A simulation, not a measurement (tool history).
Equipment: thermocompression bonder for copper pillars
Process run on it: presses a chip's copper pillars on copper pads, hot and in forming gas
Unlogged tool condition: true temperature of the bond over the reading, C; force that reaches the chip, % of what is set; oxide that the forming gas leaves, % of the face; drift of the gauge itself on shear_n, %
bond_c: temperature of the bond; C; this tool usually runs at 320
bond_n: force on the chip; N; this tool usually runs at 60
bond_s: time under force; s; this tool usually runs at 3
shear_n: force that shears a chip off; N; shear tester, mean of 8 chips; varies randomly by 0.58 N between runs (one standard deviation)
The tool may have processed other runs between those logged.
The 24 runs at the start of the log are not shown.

| run | hour | bond_c | bond_n | bond_s | hours of work since the heater was calibrated | hours of work since the force cell was calibrated | hours of work since the gas filter was changed | shear_n |
|---|---|---|---|---|---|---|---|---|
| 25 | 187.9 | 296 | 40 | 3 | 762 | 271 | 79 | 42.2 |
| 26 | 196.5 | 296 | 40 | 3 | 766 | 275 | 83 | 42.6 |
| 27 | 204.6 | 320 | 82 | 8 | 770 | 279 | 87 | 106.5 |
| 28 | 212.1 | 320 | 82 | 8 | 774 | 283 | 91 | 106.2 |
| 29 | 217.5 | 320 | 82 | 8 | 777 | 286 | 94 | 106.6 |
| 30 | 227.1 | 320 | 82 | 8 | 782 | 290 | 99 | 107.1 |
| 31 | 232.6 | 320 | 38 | 2 | 784 | 293 | 101 | 42.9 |
| 32 | 237.0 | 320 | 60 | 3 | 787 | 295 | 104 | 70.2 |
| 33 | 244.1 | 290 | 63 | 2 | 790 | 299 | 107 | 49.8 |
| 34 | 250.6 | 320 | 42 | 6 | 793 | 302 | 111 | 68.3 |
| 35 | 258.0 | 334 | 42 | 2 | 797 | 306 | 114 | 51.3 |
| 36 | 264.8 | 334 | 42 | 2 | 801 | 309 | 118 | 50.5 |
| 37 | 274.6 | 334 | 42 | 2 | 805 | 314 | 123 | 50.9 |
| 38 | 280.2 | 334 | 42 | 2 | 808 | 317 | 125 | 50.6 |
| 39 | 286.8 | 290 | 78 | 9 | 812 | 320 | 129 | 91.3 |
| 40 | 293.9 | 314 | 78 | 7 | 815 | 324 | 132 | 96.9 |
| 41 | 301.0 | 303 | 86 | 3 | 819 | 328 | 136 | 76.3 |

What if the next run were any one of these 3? Each begins from the tool's condition after run 41:
| A | 306.1 | 319 | 86 | 3 | 821 | 330 | 138 | ? |
| B | 306.1 | 309 | 60 | 3 | 821 | 330 | 138 | ? |
| C | 306.1 | 303 | 84 | 3 | 821 | 330 | 138 | ? |

| run | shear_n |
|---|---|
| A | 85.0 |
| B | 64.7 |
| C | 76.5 |
Stripped of hidden state, with their random variation kept, the same runs would have yielded:
| run | shear_n |
|---|---|
| A | 84.8 |
| B | 63.7 |
| C | 75.8 |
